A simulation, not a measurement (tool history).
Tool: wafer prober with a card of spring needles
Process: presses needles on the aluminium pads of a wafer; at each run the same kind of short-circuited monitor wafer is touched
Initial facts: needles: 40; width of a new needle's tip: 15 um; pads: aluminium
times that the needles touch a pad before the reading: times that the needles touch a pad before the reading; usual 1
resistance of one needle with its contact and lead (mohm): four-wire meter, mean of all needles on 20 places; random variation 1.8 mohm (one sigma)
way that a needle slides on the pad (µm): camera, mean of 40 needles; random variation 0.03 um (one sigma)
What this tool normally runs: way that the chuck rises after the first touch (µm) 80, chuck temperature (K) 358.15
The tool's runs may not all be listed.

run   hour  way that the chuck rises after the first touch (µm)  chuck temperature (K)  times that the needles touch a pad before the reading  resistance of one needle with its contact and lead (mohm)  way that a needle slides on the pad (µm)
  1    0.0                                                   80                 358.15                                                      1                                                        195                                     21.19
      10.8  -- tips cleaned on abrasive film
  2   12.1                                                   80                 312.15                                                      1                                                        188                                     21.17
      21.8  -- tips cleaned on abrasive film
      32.3  -- tips cleaned on abrasive film
  3   34.9                                                   80                 312.15                                                      2                                                        186                                     21.08
      43.2  -- tips cleaned on abrasive film
      53.6  -- tips cleaned on abrasive film
  4   55.2                                                   80                 312.15                                                      2                                                        183                                     20.97
      65.2  -- tips cleaned on abrasive film
  5   66.8                                                   80                 316.15                                                      2                                                        182                                     20.93
      75.4  -- tips cleaned on abrasive film
  6   78.5                                                   80                 358.15                                                      2                                                        192                                     20.97
      86.0  -- tips cleaned on abrasive film
  7   89.9                                                   80                 358.15                                                      1                                                        200                                     20.94
      96.1  -- tips cleaned on abrasive film
  8  104.0                                                   80                 358.15                                                      1                                                        209                                     20.95
     107.6  -- tips cleaned on abrasive film
     119.5  -- tips cleaned on abrasive film
     119.8  -- height of the first contact set anew
  9  128.0                                                   80                 358.15                                                      1                                                        211                                     21.53
     131.3  -- tips cleaned on abrasive film
 10  139.8                                                   80                 358.15                                                      1                                                        208                                     21.46
     143.2  -- tips cleaned on abrasive film
     154.4  -- tips cleaned on abrasive film
     165.7  -- tips cleaned on abrasive film
 11  167.0                                                   80                 358.15                                                      1                                                        194                                     21.42
     175.9  -- tips cleaned on abrasive film
     187.3  -- tips cleaned on abrasive film
 12  193.8                                                   80                 358.15                                                      1                                                        209                                     21.30
     197.8  -- tips cleaned on abrasive film
     209.3  -- tips cleaned on abrasive film
 13  217.2                                                   80                 358.15                                                      1                                                        215                                     21.36
     219.8  -- tips cleaned on abrasive film
 14  229.5                                                   80                 358.15                                                      1                                                        210                                     21.20
     231.4  -- tips cleaned on abrasive film
     243.4  -- tips cleaned on abrasive film
 15  251.7                                                   80                 358.15                                                      1                                                        210                                     21.17
     254.2  -- tips cleaned on abrasive film
     265.1  -- tips cleaned on abrasive film
 16  274.7                                                   80                 358.15                                                      1                                                        213                                     21.09
     276.8  -- tips cleaned on abrasive film
     288.8  -- tips cleaned on abrasive film
     299.1  -- tips cleaned on abrasive film
 17  301.9                                                   80                 358.15                                                      1                                                        201                                     20.97
     309.3  -- tips cleaned on abrasive film
     320.4  -- tips cleaned on abrasive film
 18  322.2                                                   79                 384.15                                                      2                                                        201                                     20.67
     332.2  -- tips cleaned on abrasive film
     343.5  -- tips cleaned on abrasive film
 19  349.5                                                   69                 358.15                                                      2                                                        206                                     17.94
     355.1  -- tips cleaned on abrasive film
     355.4  -- height of the first contact set anew
     366.2  -- tips cleaned on abrasive film
 20  366.9                                                   75                 342.15                                                      2                                                        187                                     20.19
     377.2  -- tips cleaned on abrasive film
     387.6  -- tips cleaned on abrasive film
 21  387.6                                                   80                 310.15                                                      1                                                        179                                     21.43
     397.9  -- tips cleaned on abrasive film
 22  401.8                                                   80                 310.15                                                      1                                                        191                                     21.40
     409.8  -- tips cleaned on abrasive film
 23  417.6                                                   80                 310.15                                                      1                                                        202                                     21.32
     421.3  -- tips cleaned on abrasive film
     432.2  -- tips cleaned on abrasive film
 24  439.8                                                   80                 310.15                                                      1                                                        202                                     21.34
     443.9  -- tips cleaned on abrasive film
     455.4  -- tips cleaned on abrasive film
 25  462.6                                                   68                 360.15                                                      3                                                        203                                     18.01
     466.8  -- tips cleaned on abrasive film
 26  474.7                                                   68                 360.15                                                      3                                                        203                                     18.00

Predict the results of run 27:
     477.1  -- tips cleaned on abrasive film
     487.5  -- tips cleaned on abrasive film
     498.0  -- tips cleaned on abrasive film
 27  500.5                                                   67                 359.15                                                      1                                                          ?                                         ?

resistance of one needle with its contact and lead (mohm): 209
way that a needle slides on the pad (µm): 17.69
Minus the tool's unlogged condition, the same run would have read resistance of one needle with its contact and lead (mohm) 187, way that a needle slides on the pad (µm) 18.05.

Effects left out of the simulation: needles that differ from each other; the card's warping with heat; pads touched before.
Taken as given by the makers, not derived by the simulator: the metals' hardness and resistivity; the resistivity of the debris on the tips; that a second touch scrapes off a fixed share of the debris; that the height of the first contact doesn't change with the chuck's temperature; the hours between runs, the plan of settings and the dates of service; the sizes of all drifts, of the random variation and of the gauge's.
